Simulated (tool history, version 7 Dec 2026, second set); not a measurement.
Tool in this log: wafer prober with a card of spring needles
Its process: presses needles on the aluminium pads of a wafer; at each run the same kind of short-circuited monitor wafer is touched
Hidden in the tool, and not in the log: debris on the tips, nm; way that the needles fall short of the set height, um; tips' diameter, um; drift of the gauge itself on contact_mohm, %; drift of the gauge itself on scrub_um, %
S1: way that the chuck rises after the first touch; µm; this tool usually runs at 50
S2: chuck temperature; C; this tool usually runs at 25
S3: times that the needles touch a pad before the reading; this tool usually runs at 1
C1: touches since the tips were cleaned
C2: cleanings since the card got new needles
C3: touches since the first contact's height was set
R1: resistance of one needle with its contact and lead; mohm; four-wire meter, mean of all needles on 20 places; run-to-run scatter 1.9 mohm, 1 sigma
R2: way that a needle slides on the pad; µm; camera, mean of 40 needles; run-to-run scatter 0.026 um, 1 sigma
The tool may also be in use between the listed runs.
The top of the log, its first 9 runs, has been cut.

| run | hour | S1 | S2 | S3 | C1 | C2 | C3 | R1 | R2 |
|---|---|---|---|---|---|---|---|---|---|
|  | 371.4 | tips cleaned on abrasive film |
|  | 392.8 | tips cleaned on abrasive film |
| 10 | 396.3 | 50 | 25 | 1 | 1731 | 32 | 132095 | 207 | 10.39 |
|  | 411 | tips cleaned on abrasive film |
| 11 | 422.4 | 50 | 25 | 2 | 5735 | 33 | 145167 | 206 | 10.41 |
|  | 429.7 | tips cleaned on abrasive film |
|  | 451 | tips cleaned on abrasive film |
| 12 | 451 | 50 | 25 | 2 | 0 | 35 | 159384 | 209 | 10.39 |
|  | 470.4 | tips cleaned on abrasive film |
|  | 490.4 | tips cleaned on abrasive film |
| 13 | 502.5 | 50 | 31 | 1 | 6028 | 37 | 185122 | 210 | 10.39 |
|  | 506.4 | height of the first contact set anew |
|  | 510.8 | tips cleaned on abrasive film |
|  | 530.6 | tips cleaned on abrasive film |
|  | 548.7 | tips cleaned on abrasive film |
| 14 | 555.4 | 50 | 31 | 1 | 3378 | 40 | 24470 | 206 | 10.37 |
|  | 568.1 | tips cleaned on abrasive film |
|  | 586.7 | tips cleaned on abrasive film |
| 15 | 592.3 | 50 | 25 | 1 | 2797 | 42 | 42855 | 206 | 10.3 |
|  | 606.8 | tips cleaned on abrasive film |
|  | 628.1 | tips cleaned on abrasive film |
| 16 | 628.8 | 50 | 25 | 2 | 319 | 44 | 61069 | 205 | 10.27 |
|  | 648 | tips cleaned on abrasive film |
| 17 | 664 | 39 | 31 | 1 | 8027 | 45 | 78695 | 216 | 8.05 |
|  | 668.5 | tips cleaned on abrasive film |
|  | 687.5 | tips cleaned on abrasive film |
| 18 | 696.1 | 50 | 36 | 1 | 4316 | 47 | 94717 | 206 | 10.32 |
|  | 705.6 | tips cleaned on abrasive film |
|  | 725.8 | tips cleaned on abrasive film |
| 19 | 740.3 | 69 | 45 | 2 | 7280 | 49 | 116767 | 204 | 14.19 |
|  | 744.7 | tips cleaned on abrasive film |
|  | 766.3 | tips cleaned on abrasive film |
| 20 | 778.8 | 51 | 45 | 2 | 6261 | 51 | 135994 | 210 | 10.49 |
|  | 787.3 | tips cleaned on abrasive film |
|  | 807.4 | tips cleaned on abrasive film |
| 21 | 818.7 | 51 | 45 | 2 | 5689 | 53 | 155925 | 209 | 10.49 |
|  | 823.1 | gauge calibrated |
|  | 827.5 | tips cleaned on abrasive film |
|  | 847.1 | tips cleaned on abrasive film |
|  | 867.9 | tips cleaned on abrasive film |
| 22 | 874.1 | 33 | 54 | 2 | 3080 | 56 | 183549 | 223 | 6.94 |
|  | 881.6 | height of the first contact set anew |
|  | 886.1 | tips cleaned on abrasive film |
|  | 907 | tips cleaned on abrasive film |
| 23 | 918.8 | 50 | 60 | 1 | 5930 | 58 | 18543 | 215 | 10.54 |
|  | 926.8 | tips cleaned on abrasive film |
|  | 947.1 | tips cleaned on abrasive film |
|  | 968.3 | tips cleaned on abrasive film |
| 24 | 976.4 | 50 | 25 | 2 | 4087 | 61 | 47311 | 204 | 10.49 |
|  | 987.4 | tips cleaned on abrasive film |
|  | 1006.3 | tips cleaned on abrasive film |
| 25 | 1006.3 | 50 | 25 | 2 | 0 | 63 | 62223 | 205 | 10.53 |
|  | 1025.5 | tips cleaned on abrasive film |
|  | 1043.3 | tips cleaned on abrasive film |
| 26 | 1045.5 | 35 | 93 | 2 | 1073 | 65 | 81777 | 234 | 7.35 |
|  | 1062.6 | tips cleaned on abrasive film |
| 27 | 1074.3 | 39 | 93 | 2 | 5870 | 66 | 96200 | 227 | 8.15 |
|  | 1081.8 | tips cleaned on abrasive film |
|  | 1102.8 | tips cleaned on abrasive film |
| 28 | 1102.9 | 44 | 57 | 1 | 63 | 68 | 110441 | 219 | 9.19 |
|  | 1123.3 | tips cleaned on abrasive film |
|  | 1143.8 | tips cleaned on abrasive film |
|  | 1162.6 | tips cleaned on abrasive film |
| 29 | 1162.6 | 52 | 87 | 1 | 0 | 71 | 140260 | 217 | 10.86 |
|  | 1180.7 | tips cleaned on abrasive film |
|  | 1201.2 | tips cleaned on abrasive film |
| 30 | 1214.4 | 70 | 25 | 1 | 6636 | 73 | 166164 | 201 | 14.54 |

Alternative continuations, all from the tool just after run 30; predict every row:
|  | 1218.9 | tips cleaned on abrasive film |
|  | 1239.4 | tips cleaned on abrasive film |
|  | 1256.9 | height of the first contact set anew |
|  | 1260 | tips cleaned on abrasive film |
| A | 1260 | 50 | 45 | 1 | 0 | 76 | 1489 | ? | ? |
|  | 1218.9 | tips cleaned on abrasive film |
|  | 1239.4 | tips cleaned on abrasive film |
|  | 1256.9 | height of the first contact set anew |
|  | 1260 | tips cleaned on abrasive film |
| B | 1260 | 60 | 73 | 3 | 0 | 76 | 1489 | ? | ? |
|  | 1218.9 | tips cleaned on abrasive film |
|  | 1239.4 | tips cleaned on abrasive film |
|  | 1256.9 | height of the first contact set anew |
|  | 1260 | tips cleaned on abrasive film |
| C | 1260 | 39 | 72 | 1 | 0 | 76 | 1489 | ? | ? |

| run | R1 | R2 |
|---|---|---|
| A | 212 | 10.38 |
| B | 212 | 12.52 |
| C | 226 | 8.12 |
Stripped of hidden state, with their random variation kept, the same runs would have yielded:
| run | R1 | R2 |
|---|---|---|
| A | 212 | 10.55 |
| B | 212 | 12.72 |
| C | 226 | 8.25 |

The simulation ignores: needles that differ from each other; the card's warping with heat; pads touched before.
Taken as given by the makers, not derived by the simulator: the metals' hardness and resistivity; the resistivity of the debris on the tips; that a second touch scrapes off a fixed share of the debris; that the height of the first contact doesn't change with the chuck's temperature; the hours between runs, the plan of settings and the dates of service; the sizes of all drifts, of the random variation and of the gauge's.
